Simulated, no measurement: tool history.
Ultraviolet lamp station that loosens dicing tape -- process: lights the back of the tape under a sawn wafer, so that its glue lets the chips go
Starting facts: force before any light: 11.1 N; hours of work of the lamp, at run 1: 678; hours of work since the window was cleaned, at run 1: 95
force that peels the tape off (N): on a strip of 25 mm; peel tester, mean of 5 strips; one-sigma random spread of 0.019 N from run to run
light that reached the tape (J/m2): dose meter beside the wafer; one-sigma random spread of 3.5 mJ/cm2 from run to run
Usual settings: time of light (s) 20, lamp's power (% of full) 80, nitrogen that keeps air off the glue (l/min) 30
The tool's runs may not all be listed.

run	hour	time of light (s)	lamp's power (% of full)	nitrogen that keeps air off the glue (l/min)	hours of work of the lamp	hours of work since the window was cleaned	force that peels the tape off (N)	light that reached the tape (J/m2)
1	0	20	80	30	678	95	2.338	3600
2	9.9	20	80	30	685	102	2.339	3490
3	22.2	20	80	30	695	112	2.41	3520
4	45.2	20	80	30	712	129	2.475	3430
5	60	20	80	30	724	141	2.395	3420
6	79.9	20	80	30	739	156	2.658	3340
7	94.6	20	80	30	750	167	2.675	3310
# hour 107.1: lamp changed
8	111.4	20	80	30	3	179	0.973	5610
9	133.6	20	80	46	20	196	0.836	5560
10	146.9	20	80	30	31	207	1.036	5390
11	164.5	20	80	30	44	220	1.073	5390
12	175.5	20	80	30	52	228	1.066	5370
13	190.3	20	80	30	64	240	1.101	5360
14	204.9	20	80	30	75	251	1.119	5290
15	214.3	20	80	30	82	258	1.092	5270
16	236.9	20	80	9	99	276	2.073	5140
17	255.2	20	80	30	114	290	1.209	5160
18	269.1	20	80	30	124	300	1.214	5100
19	279	20	80	30	132	308	1.197	5110
20	292.1	20	80	30	142	318	1.29	5070
21	312.1	20	80	30	157	333	1.211	4990
22	331.7	20	80	30	172	348	1.337	4890
23	342	17	80	30	180	356	1.857	4210
24	353.9	17	80	30	189	365	1.815	4150
25	367.8	32	81	30	200	376	0.409	7750
26	388	26	61	46	215	391	1.185	4780
27	403.8	26	61	46	227	403	1.198	4690
28	419.5	15	77	17	239	415	3.133	3360
29	430.4	29	93	21	248	424	0.503	7840
30	450.6	20	65	29	263	439	2.254	3700
# hour 459.4: window cleaned of glue's vapour
31	462.7	20	65	29	272	3	1.958	4010
32	476.4	20	65	29	283	13	1.95	3960
33	486.8	34	89	56	291	21	0.185	9220

Each row is a separate what-if for the run after 33, all from the same tool condition, not one after another. Results?
A	501.7	20	96	18	302	32	?	?
B	501.7	29	84	56	302	32	?	?
C	501.7	34	62	20	302	32	?	?
D	501.7	20	80	17	302	32	?	?

run	force that peels the tape off (N)	light that reached the tape (J/m2)
A	1.228	5810
B	0.335	7310
C	0.911	6270
D	1.758	4770
What these runs would have given with no unlogged condition in the tool:
run	force that peels the tape off (N)	light that reached the tape (J/m2)
A	0.789	7030
B	0.186	8860
C	0.56	7590
D	1.213	5780
